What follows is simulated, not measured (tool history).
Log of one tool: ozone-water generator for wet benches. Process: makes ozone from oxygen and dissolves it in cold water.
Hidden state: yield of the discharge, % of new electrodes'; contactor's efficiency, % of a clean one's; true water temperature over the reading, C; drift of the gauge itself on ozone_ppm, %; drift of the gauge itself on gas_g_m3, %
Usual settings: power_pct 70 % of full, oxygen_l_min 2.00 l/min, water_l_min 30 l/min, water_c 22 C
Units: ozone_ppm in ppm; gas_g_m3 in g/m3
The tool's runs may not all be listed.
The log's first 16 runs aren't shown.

run    hour  power_pct  oxygen_l_min  water_l_min  water_c  hours of work since the electrodes were changed  hours of work since the contactor was cleaned  hours of work since the thermometer was calibrated  ozone_ppm  gas_g_m3
 17   724.8         70          2.00           30       22                                             1833                                           7730                                                 653        5.8     151.1
 18   757.8         80          2.00           39       30                                             1860                                           7757                                                 680        4.4     163.4
 19   813.0         80          2.00           39       30                                             1905                                           7802                                                 726        4.4     163.5
 20   854.3         80          1.85           39       16                                             1939                                           7836                                                 759        4.6     169.4
 21   914.6         80          1.85           39       16                                             1989                                           7886                                                 809        4.6     171.0
 22   959.5         84          1.35           38       24                                             2026                                           7923                                                 846        4.1     203.1
 23  1007.3         41          1.75           30       22                                             2065                                           7962                                                 885        3.7     117.9
 24  1059.1         41          2.47           30       22                                             2107                                           8005                                                 928        4.3      98.1
 25  1109.9         41          1.30           39       22                                             2149                                           8046                                                 969        2.6     135.8
 26  1170.8         41          1.30           39       22                                             2199                                           8096                                                1019        2.7     136.1
 27  1226.6         44          2.35           30       22                                             2245                                           8142                                                1065        4.6     106.6
 28  1264.9         44          2.37           20       22                                             2276                                           8174                                                1097        6.8     105.3
 29  1315.2         44          2.37           20       22                                             2318                                           8215                                                1138        6.7     104.6
 30  1347.7         69          2.55           38       26                                             2345                                           8242                                                1165        4.4     132.9
 31  1394.4         42          3.56           21       22                                             2383                                           8280                                                1203        6.8      82.6
 32  1443.1         96          3.45           31       22                                             2423                                           8320                                                1243        7.5     138.3
 33  1474.6         70          2.00           45       30                                             2449                                           8346                                                1269        3.3     149.3

Forecast run 34:
 34  1517.7         70          2.00           45       23                                             2484                                           8381                                                1304          ?         ?

Run 34 gave ozone_ppm 3.2 ppm, gas_g_m3 148.9 g/m3.
Without the tool's hidden state the same run would have given ozone_ppm 3.6 ppm, gas_g_m3 158.0 g/m3.
